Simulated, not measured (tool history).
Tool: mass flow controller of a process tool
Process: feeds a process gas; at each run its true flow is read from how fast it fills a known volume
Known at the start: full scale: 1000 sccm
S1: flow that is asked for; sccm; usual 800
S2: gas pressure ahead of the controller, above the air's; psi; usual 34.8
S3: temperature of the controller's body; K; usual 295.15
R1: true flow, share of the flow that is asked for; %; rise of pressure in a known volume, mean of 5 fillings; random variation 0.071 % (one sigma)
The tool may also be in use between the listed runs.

run 1 hour=0.0 | S1=800 S2=34.8 S3=295.15 | R1=103.23
run 2 hour=41.4 | S1=800 S2=34.8 S3=295.15 | R1=103.18
run 3 hour=113.6 | S1=800 S2=23.8 S3=295.15 | R1=103.11
run 4 hour=183.1 | S1=800 S2=23.8 S3=295.15 | R1=103.30
run 5 hour=245.8 | S1=800 S2=23.8 S3=295.15 | R1=103.15
run 6 hour=327.3 | S1=800 S2=34.8 S3=295.15 | R1=103.13
run 7 hour=399.8 | S1=800 S2=34.8 S3=295.15 | R1=103.23
run 8 hour=476.5 | S1=800 S2=37.1 S3=297.15 | R1=103.03
run 9 hour=545.5 | S1=480 S2=27.3 S3=307.15 | R1=102.10
run 10 hour=581.2 | S1=480 S2=27.3 S3=307.15 | R1=102.06
run 11 hour=657.9 | S1=480 S2=25.2 S3=304.15 | R1=102.52
run 12 hour=728.9 | S1=793 S2=37.3 S3=309.15 | R1=102.43
run 13 hour=793.9 | S1=454 S2=34.8 S3=311.15 | R1=101.81

Measured less the same run without the tool's hidden state. The same run-to-run variation is in both; the gauge's scatter may not be:
The hidden state here: flow at rest that the sensor doesn't see, % of full scale; true flow over the shown one, %; drift of the gauge itself on true_pct, %.
run=1 R1=+3.60
run=2 R1=+3.61
run=3 R1=+3.62
run=4 R1=+3.65
run=5 R1=+3.67
run=6 R1=+3.70
run=7 R1=+3.72
run=8 R1=+3.75
run=9 R1=+4.37
run=10 R1=+4.39
run=11 R1=+4.42
run=12 R1=+3.84
run=13 R1=+4.55

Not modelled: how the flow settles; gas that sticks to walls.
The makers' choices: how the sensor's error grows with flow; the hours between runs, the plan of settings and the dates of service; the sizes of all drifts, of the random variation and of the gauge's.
